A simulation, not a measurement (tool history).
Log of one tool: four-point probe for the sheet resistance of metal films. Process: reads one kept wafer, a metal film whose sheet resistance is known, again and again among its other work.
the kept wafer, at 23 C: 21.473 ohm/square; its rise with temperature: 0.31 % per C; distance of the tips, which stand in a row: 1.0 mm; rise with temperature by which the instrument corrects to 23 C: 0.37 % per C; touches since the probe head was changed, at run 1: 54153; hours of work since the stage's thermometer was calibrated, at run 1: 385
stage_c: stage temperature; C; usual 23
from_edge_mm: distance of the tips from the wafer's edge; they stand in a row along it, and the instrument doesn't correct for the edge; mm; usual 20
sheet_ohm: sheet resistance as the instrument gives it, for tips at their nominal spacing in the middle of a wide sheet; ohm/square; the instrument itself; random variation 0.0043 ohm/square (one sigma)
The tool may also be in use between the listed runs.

run	hour	stage_c	from_edge_mm	touches since the probe head was changed	hours of work since the stage's thermometer was calibrated	sheet_ohm
1	0	23	20	54153	385	21.541778
2	20.2	23	20	54953	395	21.547468
3	37.1	23	20	55627	403	21.548161
4	62.5	31	20	56634	415	21.445493
5	99.1	31	20	58087	432	21.440989
6	126.2	31	20	59163	444	21.440591
7	152.8	31	20	60220	457	21.444971
8	181.4	31	20	61354	470	21.445542
9	207.7	31	20	62398	483	21.448808
10	247	31	20	63959	501	21.443156
11	280.7	23	20	65299	517	21.568068
12	300.7	23	20	66091	526	21.5504
13	318.9	23	20	66816	535	21.554302
14	346.5	23	20	67911	548	21.557258
15	378.7	23	36	69190	563	21.535644
16	410.5	23	23	70452	578	21.555051
17	435.4	23	23	71440	589	21.559396
18	468.2	23	12	72744	605	21.610118
19	498.1	23	12	73931	619	21.615577
20	523.6	23	4	74942	631	22.241349
21	547	23	4	75871	642	22.237265
22	584.6	23	4	77364	659	22.248348
23	603.9	23	4	78131	668	22.237171
24	620.4	18	11	78785	676	21.70639
25	658.2	23	10	80287	694	21.66019
26	698.5	23	10	81886	712	21.656736
27	727.5	23	10	83038	726	21.667637
28	761.7	27	71	84398	742	21.484926
29	787.8	27	38	85433	754	21.492609

Run 30 comes next. What will it give?
30	821.3	33	11	86762	770	?

sheet_ohm: 21.50205 ohm/square
Without the tool's hidden state the same run would have given sheet_ohm 21.42967 ohm/square.
